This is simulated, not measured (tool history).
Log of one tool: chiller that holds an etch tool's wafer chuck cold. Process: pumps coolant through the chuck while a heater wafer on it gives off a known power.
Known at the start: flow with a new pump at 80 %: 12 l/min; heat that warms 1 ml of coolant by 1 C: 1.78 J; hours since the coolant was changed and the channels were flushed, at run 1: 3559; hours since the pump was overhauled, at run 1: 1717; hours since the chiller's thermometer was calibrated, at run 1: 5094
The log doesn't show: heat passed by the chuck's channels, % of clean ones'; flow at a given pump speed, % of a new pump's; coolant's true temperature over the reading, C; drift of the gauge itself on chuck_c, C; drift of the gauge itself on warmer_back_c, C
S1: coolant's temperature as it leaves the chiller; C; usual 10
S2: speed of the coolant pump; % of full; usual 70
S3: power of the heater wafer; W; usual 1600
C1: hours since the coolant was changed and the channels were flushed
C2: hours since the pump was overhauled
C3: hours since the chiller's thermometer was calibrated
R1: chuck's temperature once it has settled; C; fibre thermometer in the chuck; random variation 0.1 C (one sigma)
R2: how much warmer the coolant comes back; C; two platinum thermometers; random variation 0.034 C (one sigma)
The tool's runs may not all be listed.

{"run": 1, "hour": 0.0, "S1": 10, "S2": 70, "S3": 1600, "C1": 3559, "C2": 1717, "C3": 5094, "R1": 26.7, "R2": 5.24}
{"run": 2, "hour": 56.1, "S1": 10, "S2": 70, "S3": 1600, "C1": 3615, "C2": 1774, "C3": 5150, "R1": 26.7, "R2": 5.16}
{"hour": 114.1, "done": "chiller's thermometer calibrated"}
{"run": 3, "hour": 114.1, "S1": 8, "S2": 70, "S3": 1600, "C1": 3672, "C2": 1831, "C3": 0, "R1": 25.3, "R2": 5.21}
{"run": 4, "hour": 214.3, "S1": 4, "S2": 70, "S3": 1600, "C1": 3772, "C2": 1931, "C3": 100, "R1": 21.6, "R2": 5.27}
{"run": 5, "hour": 269.5, "S1": 4, "S2": 70, "S3": 1600, "C1": 3828, "C2": 1986, "C3": 155, "R1": 21.5, "R2": 5.29}
{"run": 6, "hour": 331.0, "S1": 10, "S2": 70, "S3": 1600, "C1": 3889, "C2": 2047, "C3": 217, "R1": 27.3, "R2": 5.22}
{"run": 7, "hour": 408.7, "S1": 10, "S2": 70, "S3": 1600, "C1": 3967, "C2": 2125, "C3": 295, "R1": 27.3, "R2": 5.25}
{"run": 8, "hour": 522.7, "S1": 10, "S2": 70, "S3": 1600, "C1": 4081, "C2": 2239, "C3": 409, "R1": 27.5, "R2": 5.25}
{"run": 9, "hour": 602.5, "S1": 10, "S2": 70, "S3": 1600, "C1": 4161, "C2": 2319, "C3": 488, "R1": 27.4, "R2": 5.24}
{"run": 10, "hour": 709.5, "S1": 1, "S2": 70, "S3": 1600, "C1": 4268, "C2": 2426, "C3": 595, "R1": 18.6, "R2": 5.27}
{"run": 11, "hour": 766.6, "S1": 9, "S2": 70, "S3": 1600, "C1": 4325, "C2": 2483, "C3": 652, "R1": 26.3, "R2": 5.24}
{"run": 12, "hour": 851.2, "S1": 10, "S2": 72, "S3": 1600, "C1": 4409, "C2": 2568, "C3": 737, "R1": 27.1, "R2": 5.09}
{"run": 13, "hour": 908.1, "S1": 16, "S2": 70, "S3": 1600, "C1": 4466, "C2": 2625, "C3": 794, "R1": 33.8, "R2": 5.24}
{"run": 14, "hour": 986.3, "S1": 16, "S2": 70, "S3": 1600, "C1": 4544, "C2": 2703, "C3": 872, "R1": 33.5, "R2": 5.21}
{"run": 15, "hour": 1076.2, "S1": 10, "S2": 70, "S3": 1600, "C1": 4634, "C2": 2793, "C3": 962, "R1": 27.5, "R2": 5.27}
{"run": 16, "hour": 1122.5, "S1": 10, "S2": 70, "S3": 1600, "C1": 4680, "C2": 2839, "C3": 1008, "R1": 27.7, "R2": 5.24}
{"run": 17, "hour": 1187.0, "S1": 10, "S2": 70, "S3": 1594, "C1": 4745, "C2": 2904, "C3": 1073, "R1": 27.5, "R2": 5.29}
{"run": 18, "hour": 1280.0, "S1": 17, "S2": 65, "S3": 1600, "C1": 4838, "C2": 2996, "C3": 1166, "R1": 35.4, "R2": 5.66}
{"run": 19, "hour": 1347.6, "S1": 17, "S2": 65, "S3": 1600, "C1": 4906, "C2": 3064, "C3": 1233, "R1": 35.2, "R2": 5.7}
{"run": 20, "hour": 1397.0, "S1": 17, "S2": 65, "S3": 1380, "C1": 4955, "C2": 3113, "C3": 1283, "R1": 32.7, "R2": 4.99}
{"run": 21, "hour": 1491.8, "S1": 10, "S2": 84, "S3": 1786, "C1": 5050, "C2": 3208, "C3": 1378, "R1": 27.6, "R2": 4.95}
{"run": 22, "hour": 1577.7, "S1": 10, "S2": 84, "S3": 1786, "C1": 5136, "C2": 3294, "C3": 1464, "R1": 27.6, "R2": 4.93}
{"run": 23, "hour": 1623.9, "S1": 10, "S2": 60, "S3": 1569, "C1": 5182, "C2": 3340, "C3": 1510, "R1": 28.8, "R2": 6.02}
{"run": 24, "hour": 1702.3, "S1": 3, "S2": 84, "S3": 2147, "C1": 5260, "C2": 3419, "C3": 1588, "R1": 24.4, "R2": 6.0}
{"run": 25, "hour": 1755.4, "S1": 8, "S2": 88, "S3": 1229, "C1": 5313, "C2": 3472, "C3": 1641, "R1": 19.7, "R2": 3.3}
{"run": 26, "hour": 1850.5, "S1": 8, "S2": 88, "S3": 1229, "C1": 5409, "C2": 3567, "C3": 1736, "R1": 19.7, "R2": 3.24}
{"run": 27, "hour": 1946.0, "S1": 8, "S2": 91, "S3": 1229, "C1": 5504, "C2": 3662, "C3": 1832, "R1": 19.6, "R2": 3.14}
{"run": 28, "hour": 2009.3, "S1": 12, "S2": 75, "S3": 1793, "C1": 5567, "C2": 3726, "C3": 1895, "R1": 31.1, "R2": 5.57}
{"run": 29, "hour": 2077.5, "S1": 12, "S2": 75, "S3": 1793, "C1": 5636, "C2": 3794, "C3": 1963, "R1": 31.0, "R2": 5.65}
{"run": 30, "hour": 2149.4, "S1": 9, "S2": 66, "S3": 1459, "C1": 5707, "C2": 3866, "C3": 2035, "R1": 25.8, "R2": 5.18}
{"run": 31, "hour": 2226.2, "S1": 15, "S2": 77, "S3": 1459, "C1": 5784, "C2": 3943, "C3": 2112, "R1": 30.1, "R2": 4.48}
{"run": 32, "hour": 2335.9, "S1": 3, "S2": 76, "S3": 2203, "C1": 5894, "C2": 4052, "C3": 2222, "R1": 26.5, "R2": 6.83}

The same runs without the tool's hidden state, with the same run-to-run variation:
run=1 R1=26.4 R2=5.16
run=2 R1=26.5 R2=5.07
run=3 R1=24.4 R2=5.11
run=4 R1=20.7 R2=5.17
run=5 R1=20.6 R2=5.19
run=6 R1=26.4 R2=5.12
run=7 R1=26.4 R2=5.15
run=8 R1=26.6 R2=5.14
run=9 R1=26.5 R2=5.13
run=10 R1=17.6 R2=5.14
run=11 R1=25.3 R2=5.12
run=12 R1=26.1 R2=4.97
run=13 R1=32.7 R2=5.10
run=14 R1=32.4 R2=5.08
run=15 R1=26.5 R2=5.13
run=16 R1=26.6 R2=5.10
run=17 R1=26.4 R2=5.14
run=18 R1=34.2 R2=5.49
run=19 R1=34.0 R2=5.53
run=20 R1=31.8 R2=4.84
run=21 R1=26.4 R2=4.79
run=22 R1=26.4 R2=4.77
run=23 R1=27.6 R2=5.82
run=24 R1=22.9 R2=5.80
run=25 R1=19.0 R2=3.18
run=26 R1=19.0 R2=3.13
run=27 R1=18.9 R2=3.03
run=28 R1=29.8 R2=5.36
run=29 R1=29.6 R2=5.44
run=30 R1=24.7 R2=4.98
run=31 R1=29.0 R2=4.31
run=32 R1=24.7 R2=6.56
